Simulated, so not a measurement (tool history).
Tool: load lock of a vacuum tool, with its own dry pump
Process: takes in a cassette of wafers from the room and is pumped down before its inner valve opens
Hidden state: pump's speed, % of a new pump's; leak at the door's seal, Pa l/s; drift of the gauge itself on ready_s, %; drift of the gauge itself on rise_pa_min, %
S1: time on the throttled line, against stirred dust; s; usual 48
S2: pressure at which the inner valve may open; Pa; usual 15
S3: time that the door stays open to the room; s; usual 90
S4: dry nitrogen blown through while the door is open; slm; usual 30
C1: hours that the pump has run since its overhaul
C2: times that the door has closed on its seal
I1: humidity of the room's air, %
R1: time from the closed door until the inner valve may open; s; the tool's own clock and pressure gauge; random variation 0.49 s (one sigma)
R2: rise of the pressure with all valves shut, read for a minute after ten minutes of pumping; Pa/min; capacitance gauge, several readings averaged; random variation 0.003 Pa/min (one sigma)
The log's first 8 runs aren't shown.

run      day  S1  S2   S3  S4    C1     C2    I1    R1     R2
  9   39.146  29  15   90  30  6069  30690  44.2    52  0.144
 10   43.058  29  21   90  30  6163  31012  50.1  50.4  0.152
 11   45.754  48  15  102  30  6228  31235  45.2  67.7  0.149
 12   50.329  48  15   90  36  6337  31612  41.5  67.9  0.144
 13   55.288  48  15   90  30  6457  32021  47.1  69.1  0.151
 14   59.112  48  15   90  30  6548  32336  41.5  69.1  0.151
 15   63.129  48  15   90  30  6645  32667  42.5  67.9  0.153
 16   68.621  48  15   41  30  6776  33120  42.9  67.7  0.139
 17   72.617  48  15   90  13  6872  33450  44.7  67.8  0.177
 18   75.558  48  15   90  19  6943  33692  44.8  67.7  0.168
 19   78.762  48  15   90  30  7020  33956  44.5  67.9   0.16
 20     82.6  49  15   38  30  7112  34273  45.6  69.9  0.156
 21   87.233  48  13   38  30  7223  34655  47.2  69.5  0.159
 22   91.404  48  13   28  43  7323  34999  44.8  68.5   0.15
 23   96.429  48  13   28  43  7444  35413  43.8  69.2  0.159
 24   99.808  67  15   63  30  7525  35691  45.7  83.4  0.171
 25  106.008  67  11   63  45  7674  36203  47.5  85.6   0.16
 26  110.142  43  17   63  16  7773  36544  46.6  63.9  0.185

Forecast run 27:
 27  115.617  43  17  63  16  7904  36995  39.1   ?   ?

{"run 27": {"R1": 63.4, "R2": 0.184}}
Without the tool's hidden state the same run would have given R1 62.7 s, R2 0.042 Pa/min.
